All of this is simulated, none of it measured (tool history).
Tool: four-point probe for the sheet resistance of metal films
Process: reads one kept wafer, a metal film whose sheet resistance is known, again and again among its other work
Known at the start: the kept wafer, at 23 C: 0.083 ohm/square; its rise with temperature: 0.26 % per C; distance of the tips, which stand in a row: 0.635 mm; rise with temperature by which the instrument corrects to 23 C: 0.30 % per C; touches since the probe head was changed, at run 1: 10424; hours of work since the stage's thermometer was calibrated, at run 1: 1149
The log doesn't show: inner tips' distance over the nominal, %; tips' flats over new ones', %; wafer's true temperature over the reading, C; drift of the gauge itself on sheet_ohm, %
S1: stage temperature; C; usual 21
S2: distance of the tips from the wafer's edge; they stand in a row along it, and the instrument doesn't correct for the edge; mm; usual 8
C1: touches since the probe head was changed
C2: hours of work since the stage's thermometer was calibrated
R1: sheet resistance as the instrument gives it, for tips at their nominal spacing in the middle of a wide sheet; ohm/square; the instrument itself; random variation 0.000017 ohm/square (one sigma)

run     day  S1  S2     C1    C2        R1
  1   0.000  21   8  10424  1149  0.083345
  2   0.504  21   8  11175  1158  0.083347
  3   1.088  21   8  12040  1168  0.083374
  4   1.688  21   8  12929  1178  0.083356
  5   2.325  21   8  13878  1189  0.083341
  6   2.854  29   8  14661  1198  0.083083
  7   3.338  35   8  15380  1206  0.082883
      3.721  -- stage's thermometer calibrated
  8   3.767  21   8  15988     1  0.083340
  9   4.388  21   8  16908    11  0.083319
 10   4.817  21   6  17549    19  0.083556
 11   5.383  21   8  18393    28  0.083361
 12   5.892  27   8  19143    37  0.083150
 13   6.404  26   8  19907    46  0.083194
 14   6.950  21   8  20715    55  0.083357
 15   7.529  21   8  21579    65  0.083352
 16   8.062  21   8  22371    74  0.083355
 17   8.550  21   8  23095    82  0.083370
 18   9.042  21   8  23823    91  0.083380
 19   9.371  21   8  24311    96  0.083371
 20   9.792  21   8  24939   104  0.083369
 21  10.142  21   8  25460   110  0.083372
 22  10.538  21   8  26044   116  0.083349
 23  10.933  21   8  26636   123  0.083374
 24  11.558  21   8  27565   134  0.083347
 25  11.929  31  11  28112   140  0.082878
 26  12.321  19  54  28694   147  0.083113
 27  12.712  18   8  29274   153  0.083449
 28  13.225  18   8  30035   162  0.083489
 29  13.608  18   8  30605   169  0.083453
 30  14.079  29  11  31310   177  0.082954
 31  14.625  21   4  32116   186  0.084171
 32  14.954  21   4  32607   192  0.084197
 33  15.600  25   6  33568   203  0.083411
 34  15.983  26   6  34135   209  0.083416
 35  16.350  28  24  34680   216  0.082872
 36  16.904  27   4  35504   225  0.083978
 37  17.325  19   9  36126   232  0.083345
 38  17.912  19   9  37003   242  0.083361
 39  18.333  19   6  37627   249  0.083622
 40  18.654  19  12  38102   255  0.083245
 41  19.079  21  47  38733   262  0.083053
 42  19.588  22   8  39492   271  0.083288
 43  20.046  22   5  40169   279  0.083730
 44  20.600  19  14  40994   288  0.083212
 45  20.950  30  12  41514   294  0.082896

How the hidden state differs across the entries between the runs, from the last listed run before each to the first after it:
Between runs 7 and 8: stage's thermometer calibrated (day 3.721)
  wafer's true temperature over the reading, C: -0.01 -> 0

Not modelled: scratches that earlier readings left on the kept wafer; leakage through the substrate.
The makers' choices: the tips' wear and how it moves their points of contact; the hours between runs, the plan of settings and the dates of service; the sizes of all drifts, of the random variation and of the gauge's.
